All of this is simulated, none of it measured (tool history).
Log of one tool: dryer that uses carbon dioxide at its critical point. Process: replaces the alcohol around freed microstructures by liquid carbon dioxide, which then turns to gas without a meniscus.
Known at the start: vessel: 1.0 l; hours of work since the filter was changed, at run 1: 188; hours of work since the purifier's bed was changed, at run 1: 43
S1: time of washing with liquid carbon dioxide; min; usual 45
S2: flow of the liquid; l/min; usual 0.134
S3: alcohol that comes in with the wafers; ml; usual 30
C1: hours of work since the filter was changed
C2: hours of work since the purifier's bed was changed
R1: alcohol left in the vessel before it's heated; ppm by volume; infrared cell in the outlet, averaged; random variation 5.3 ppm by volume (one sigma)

run 1 hour=0.0 | S1=45 S2=0.134 S3=30 | C1=188 C2=43 | R1=158
run 2 hour=11.1 | S1=45 S2=0.134 S3=30 | C1=193 C2=48 | R1=168
run 3 hour=20.1 | S1=45 S2=0.134 S3=30 | C1=197 C2=52 | R1=156
run 4 hour=26.8 | S1=45 S2=0.134 S3=26 | C1=200 C2=55 | R1=145
run 5 hour=34.7 | S1=45 S2=0.134 S3=26 | C1=204 C2=59 | R1=147
run 6 hour=44.1 | S1=29 S2=0.134 S3=30 | C1=208 C2=63 | R1=1035
run 7 hour=51.1 | S1=29 S2=0.134 S3=30 | C1=211 C2=67 | R1=1051
run 8 hour=61.1 | S1=29 S2=0.134 S3=30 | C1=216 C2=71 | R1=1023
run 9 hour=67.3 | S1=58 S2=0.134 S3=30 | C1=219 C2=74 | R1=52
run 10 hour=77.3 | S1=45 S2=0.134 S3=30 | C1=224 C2=79 | R1=176
run 11 hour=90.2 | S1=45 S2=0.134 S3=30 | C1=230 C2=85 | R1=178
run 12 hour=98.2 | S1=45 S2=0.134 S3=30 | C1=233 C2=88 | R1=181
run 13 hour=110.3 | S1=45 S2=0.134 S3=30 | C1=239 C2=94 | R1=179
run 14 hour=117.4 | S1=45 S2=0.134 S3=30 | C1=242 C2=97 | R1=174
run 15 hour=124.5 | S1=45 S2=0.134 S3=30 | C1=245 C2=101 | R1=178
run 16 hour=134.3 | S1=58 S2=0.154 S3=39 | C1=250 C2=105 | R1=37
run 17 hour=147.0 | S1=45 S2=0.106 S3=31 | C1=256 C2=111 | R1=520
run 18 hour=153.4 | S1=45 S2=0.106 S3=31 | C1=259 C2=114 | R1=537
run 19 hour=162.4 | S1=45 S2=0.081 S3=37 | C1=263 C2=118 | R1=1609
run 20 hour=168.4 | S1=46 S2=0.176 S3=30 | C1=266 C2=121 | R1=47
run 21 hour=177.3 | S1=46 S2=0.104 S3=110 | C1=270 C2=125 | R1=1861
run 22 hour=183.9 | S1=46 S2=0.104 S3=110 | C1=273 C2=128 | R1=1825
run 23 hour=195.6 | S1=46 S2=0.104 S3=110 | C1=278 C2=134 | R1=1863
run 24 hour=200.8 | S1=46 S2=0.104 S3=110 | C1=281 C2=136 | R1=1884
run 25 hour=209.9 | S1=46 S2=0.104 S3=110 | C1=285 C2=140 | R1=1897
run 26 hour=216.1 | S1=46 S2=0.104 S3=110 | C1=288 C2=143 | R1=1882
run 27 hour=227.4 | S1=40 S2=0.081 S3=110 | C1=293 C2=148 | R1=7210
run 28 hour=234.9 | S1=57 S2=0.140 S3=73 | C1=297 C2=152 | R1=105
run 29 hour=241.7 | S1=71 S2=0.089 S3=40 | C1=300 C2=155 | R1=204

The same runs without the tool's hidden state, with the same run-to-run variation:
The hidden state here: flow that reaches the vessel past the clogged filter, %; alcohol in the recycled carbon dioxide, ppm; drift of the gauge itself on alcohol_ppm, %.
run=1 R1=118
run=2 R1=125
run=3 R1=113
run=4 R1=105
run=5 R1=106
run=6 R1=848
run=7 R1=860
run=8 R1=832
run=9 R1=33
run=10 R1=125
run=11 R1=124
run=12 R1=125
run=13 R1=121
run=14 R1=115
run=15 R1=119
run=16 R1=19
run=17 R1=381
run=18 R1=392
run=19 R1=1270
run=20 R1=24
run=21 R1=1358
run=22 R1=1327
run=23 R1=1345
run=24 R1=1358
run=25 R1=1361
run=26 R1=1343
run=27 R1=5728
run=28 R1=54
run=29 R1=124
